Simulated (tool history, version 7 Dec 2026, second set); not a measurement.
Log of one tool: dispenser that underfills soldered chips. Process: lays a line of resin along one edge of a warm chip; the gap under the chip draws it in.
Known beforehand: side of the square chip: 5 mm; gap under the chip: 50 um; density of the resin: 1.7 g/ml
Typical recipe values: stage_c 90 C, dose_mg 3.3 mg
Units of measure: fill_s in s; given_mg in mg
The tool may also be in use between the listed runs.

Run 1, hour 0: usual settings. Result: fill_s 42.1 s, given_mg 3.13 mg.
Run 2, hour 7.1: usual settings but dose_mg 3.64 mg. Result: fill_s 35.6 s, given_mg 3.49 mg.
Run 3, hour 14: usual settings but dose_mg 3.64 mg. Result: fill_s 29.2 s, given_mg 3.48 mg.
Run 4, hour 19.3: usual settings but stage_c 101 C. Result: fill_s 28.5 s, given_mg 3.18 mg.
Run 5, hour 22.9: usual settings but stage_c 101 C. Result: fill_s 33.6 s, given_mg 3.15 mg.
Run 6, hour 29.1: usual settings but stage_c 101 C. Result: fill_s 26.6 s, given_mg 3.09 mg.
Run 7, hour 34.1: usual settings but stage_c 101 C. Result: fill_s 33.8 s, given_mg 3.16 mg.
Run 8, hour 39.2: usual settings but stage_c 101 C. Result: fill_s 25 s, given_mg 3.09 mg.
Run 9, hour 43.7: usual settings. Result: fill_s 42.2 s, given_mg 3.1 mg.
Run 10, hour 46.9: usual settings. Result: fill_s 48.7 s, given_mg 3.07 mg.
Run 11, hour 53.6: usual settings. Result: fill_s 40.6 s, given_mg 3.08 mg.
Run 12, hour 59: usual settings. Result: fill_s 31.6 s, given_mg 3.14 mg.
Run 13, hour 65: usual settings but dose_mg 4.29 mg. Result: fill_s 38.8 s, given_mg 4 mg.
Run 14, hour 72.3: usual settings but dose_mg 4.29 mg. Result: fill_s 32.8 s, given_mg 3.97 mg.
Run 15, hour 80.7: usual settings but dose_mg 4.29 mg. Result: fill_s 47.2 s, given_mg 4.25 mg.
Run 16, hour 88.2: usual settings. Result: fill_s 40.7 s, given_mg 3.3 mg.
Run 17, hour 95.1: usual settings. Result: fill_s 34.3 s, given_mg 3.28 mg.
Run 18, hour 98.9: usual settings. Result: fill_s 40.8 s, given_mg 3.23 mg.
Run 19, hour 102.8: usual settings. Result: fill_s 47.7 s, given_mg 3.2 mg.
Run 20, hour 107.7: usual settings. Result: fill_s 36.9 s, given_mg 3.23 mg.
Run 21, hour 111.5: usual settings but stage_c 98 C, dose_mg 4.02 mg. Result: fill_s 34.2 s, given_mg 3.95 mg.
Run 22, hour 118.5: usual settings but stage_c 104 C, dose_mg 3.98 mg. Result: fill_s 25.2 s, given_mg 3.91 mg.
Run 23, hour 124.9: usual settings but stage_c 89 C, dose_mg 3.29 mg. Result: fill_s 49.1 s, given_mg 3.21 mg.
Run 24, hour 130.7: usual settings but stage_c 98 C, dose_mg 3.85 mg. Result: fill_s 29.6 s, given_mg 3.72 mg.
Run 25, hour 135.7: usual settings but stage_c 98 C, dose_mg 3.85 mg. Result: fill_s 38.5 s, given_mg 3.76 mg.
Run 26, hour 139.6: usual settings but stage_c 76 C, dose_mg 3.68 mg. Result: fill_s 51.8 s, given_mg 3.56 mg.
Run 27, hour 143.3: usual settings but stage_c 82 C, dose_mg 3.86 mg. Result: fill_s 51.5 s, given_mg 3.71 mg.
Run 28, hour 147.4: usual settings but stage_c 77 C, dose_mg 3.23 mg. Result: fill_s 44.5 s, given_mg 3.13 mg.
Run 29, hour 153.2: usual settings but stage_c 95 C, dose_mg 3.44 mg. Result: fill_s 33.7 s, given_mg 3.26 mg.
Run 30, hour 157.7: usual settings but stage_c 91 C, dose_mg 2.92 mg. Result: fill_s 48.7 s, given_mg 2.81 mg.
Run 31, hour 161.2: usual settings but stage_c 91 C, dose_mg 4.16 mg. Result: fill_s 32.8 s, given_mg 4.02 mg.
Run 32, hour 167.4: usual settings but stage_c 93 C, dose_mg 3.79 mg. Result: fill_s 41.2 s, given_mg 3.57 mg.
Run 33, hour 173.1: usual settings but stage_c 93 C, dose_mg 3.79 mg. Result: fill_s 32.5 s, given_mg 3.6 mg.
Run 34, hour 178.7: usual settings but stage_c 76 C, dose_mg 2.94 mg. Result: fill_s 70.1 s, given_mg 2.8 mg.
Run 35, hour 186.2: usual settings but stage_c 87 C. Result: fill_s 43 s, given_mg 3.14 mg.

Withheld: 18 entries from between the runs. Position of each, and hidden state at the listed run before versus the listed run after:
Between runs 1 and 2: new syringe of resin (hour 3.2)
  resin's viscosity, % of fresh resin's: 142.6 -> 120.9; dose that the valve gives, % of what is set: 96.24 -> 95.87; true chip temperature over the reading, C: -0.09 -> -0.12
  measured minus no-state result, fill_s: +12.7 -> +6.4 s; given_mg: -0.12 -> -0.15 mg
Between runs 2 and 3: new syringe of resin (hour 14)
  resin's viscosity, % of fresh resin's: 120.9 -> 99.9; dose that the valve gives, % of what is set: 95.87 -> 95.52; true chip temperature over the reading, C: -0.12 -> -0.15
  measured minus no-state result, fill_s: +6.4 -> +0.2 s; given_mg: -0.15 -> -0.16 mg
Between runs 5 and 6: new syringe of resin (hour 25.1)
  resin's viscosity, % of fresh resin's: 151.6 -> 119.5; dose that the valve gives, % of what is set: 95.01 -> 94.72; true chip temperature over the reading, C: -0.2 -> -0.23
  measured minus no-state result, fill_s: +11.7 -> +4.7 s; given_mg: -0.16 -> -0.18 mg
Between runs 7 and 8: new syringe of resin (hour 36.5)
  resin's viscosity, % of fresh resin's: 151.5 -> 113.1; dose that the valve gives, % of what is set: 94.46 -> 94.19; true chip temperature over the reading, C: -0.25 -> -0.27
  measured minus no-state result, fill_s: +11.7 -> +3.2 s; given_mg: -0.19 -> -0.19 mg
Between runs 10 and 11: new syringe of resin (hour 47.6)
  resin's viscosity, % of fresh resin's: 162.2 -> 135.1; dose that the valve gives, % of what is set: 93.77 -> 93.45; true chip temperature over the reading, C: -0.3 -> -0.33
  measured minus no-state result, fill_s: +19.1 -> +11.2 s; given_mg: -0.21 -> -0.22 mg
Between runs 11 and 12: new syringe of resin (hour 58.7)
  resin's viscosity, % of fresh resin's: 135.1 -> 102.8; dose that the valve gives, % of what is set: 93.45 -> 93.17; true chip temperature over the reading, C: -0.33 -> -0.35
  measured minus no-state result, fill_s: +11.2 -> +1.5 s; given_mg: -0.22 -> -0.22 mg
Between runs 13 and 14: new syringe of resin (hour 69.5)
  resin's viscosity, % of fresh resin's: 136 -> 113.8; dose that the valve gives, % of what is set: 92.85 -> 92.46; true chip temperature over the reading, C: -0.38 -> -0.42
  measured minus no-state result, fill_s: +10.6 -> +4.4 s; given_mg: -0.31 -> -0.32 mg
Between runs 14 and 15: dispensing valve cleaned and set on the balance (hour 78.1)
  resin's viscosity, % of fresh resin's: 113.8 -> 160.6; dose that the valve gives, % of what is set: 92.46 -> 99.81; true chip temperature over the reading, C: -0.42 -> -0.45
  measured minus no-state result, fill_s: +4.4 -> +18.2 s; given_mg: -0.32 -> -0.01 mg
Between runs 15 and 16: new syringe of resin (hour 81.6)
  resin's viscosity, % of fresh resin's: 160.6 -> 137.1; dose that the valve gives, % of what is set: 99.81 -> 99.42; true chip temperature over the reading, C: -0.45 -> -0.48
  measured minus no-state result, fill_s: +18.2 -> +11.5 s; given_mg: -0.01 -> -0.02 mg
Between runs 16 and 17: new syringe of resin (hour 92.6)
  resin's viscosity, % of fresh resin's: 137.1 -> 112.8; dose that the valve gives, % of what is set: 99.42 -> 99.09; true chip temperature over the reading, C: -0.48 -> -0.51
  measured minus no-state result, fill_s: +11.5 -> +4.3 s; given_mg: -0.02 -> -0.03 mg
Between runs 19 and 20: new syringe of resin (hour 103.5)
  resin's viscosity, % of fresh resin's: 161.6 -> 121.3; dose that the valve gives, % of what is set: 98.67 -> 98.44; true chip temperature over the reading, C: -0.54 -> -0.56
  measured minus no-state result, fill_s: +18.7 -> +6.9 s; given_mg: -0.05 -> -0.05 mg
Between runs 21 and 22: new syringe of resin (hour 114.7)
  resin's viscosity, % of fresh resin's: 144.8 -> 120.2; dose that the valve gives, % of what is set: 98.25 -> 97.88; true chip temperature over the reading, C: -0.58 -> -0.61
  measured minus no-state result, fill_s: +11.1 -> +4.4 s; given_mg: -0.07 -> -0.08 mg
Between runs 23 and 24: new syringe of resin (hour 125.7)
  resin's viscosity, % of fresh resin's: 161.4 -> 127; dose that the valve gives, % of what is set: 97.54 -> 97.25; true chip temperature over the reading, C: -0.64 -> -0.67
  measured minus no-state result, fill_s: +19.2 -> +6.9 s; given_mg: -0.08 -> -0.11 mg
Between runs 25 and 26: new syringe of resin (hour 136.6)
  resin's viscosity, % of fresh resin's: 160.3 -> 115.9; dose that the valve gives, % of what is set: 96.99 -> 96.79; true chip temperature over the reading, C: -0.69 -> -0.71
  measured minus no-state result, fill_s: +14.9 -> +8.2 s; given_mg: -0.12 -> -0.12 mg
Between runs 27 and 28: new syringe of resin (hour 147.4)
  resin's viscosity, % of fresh resin's: 137.5 -> 98.4; dose that the valve gives, % of what is set: 96.58 -> 96.35; true chip temperature over the reading, C: -0.73 -> -0.74
  measured minus no-state result, fill_s: +14.8 -> +0.5 s; given_mg: -0.13 -> -0.12 mg
Between runs 30 and 31: new syringe of resin (hour 158.4)
  resin's viscosity, % of fresh resin's: 159 -> 113.1; dose that the valve gives, % of what is set: 95.8 -> 95.63; true chip temperature over the reading, C: -0.79 -> -0.81
  measured minus no-state result, fill_s: +18.9 -> +4.5 s; given_mg: -0.12 -> -0.18 mg
Between runs 32 and 33: new syringe of resin (hour 169.5)
  resin's viscosity, % of fresh resin's: 151.4 -> 115.7; dose that the valve gives, % of what is set: 95.33 -> 95.04; true chip temperature over the reading, C: -0.84 -> -0.86
  measured minus no-state result, fill_s: +14.8 -> +5.1 s; given_mg: -0.17 -> -0.19 mg
Between runs 34 and 35: new syringe of resin (hour 180.9)
  resin's viscosity, % of fresh resin's: 150.2 -> 128.3; dose that the valve gives, % of what is set: 94.76 -> 94.37; true chip temperature over the reading, C: -0.89 -> -0.92
  measured minus no-state result, fill_s: +25.2 -> +10.5 s; given_mg: -0.15 -> -0.18 mg
